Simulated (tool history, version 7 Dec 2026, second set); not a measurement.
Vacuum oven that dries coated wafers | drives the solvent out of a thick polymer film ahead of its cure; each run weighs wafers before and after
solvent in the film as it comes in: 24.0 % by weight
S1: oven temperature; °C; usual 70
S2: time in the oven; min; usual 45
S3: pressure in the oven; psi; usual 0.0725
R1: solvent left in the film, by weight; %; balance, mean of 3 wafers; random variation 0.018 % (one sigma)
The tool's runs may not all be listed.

run	hour	S1	S2	S3	R1
1	0	70	45	0.0725	1.1
2	7.4	70	45	0.0725	1.11
3	16.6	70	48	0.0725	0.95
4	29.6	70	48	0.0905	0.98
5	41.6	70	48	0.0905	0.96
6	52	70	48	0.0905	0.96
7	60	70	50	0.0905	0.89
8	66.2	70	50	0.0905	0.88
9	78.8	70	50	0.0905	0.89
10	89.2	70	45	0.0725	1.08
11	101.3	70	45	0.0725	1.09
12	110.3	70	45	0.0725	1.12
13	119.9	67	46	0.1059	1.8

Run 14 comes next. What will it give?
14	128.6	70	24	0.1637	?

Run 14 gave R1 4.18 %.
Without the tool's hidden state the same run would have given R1 4.18 %.

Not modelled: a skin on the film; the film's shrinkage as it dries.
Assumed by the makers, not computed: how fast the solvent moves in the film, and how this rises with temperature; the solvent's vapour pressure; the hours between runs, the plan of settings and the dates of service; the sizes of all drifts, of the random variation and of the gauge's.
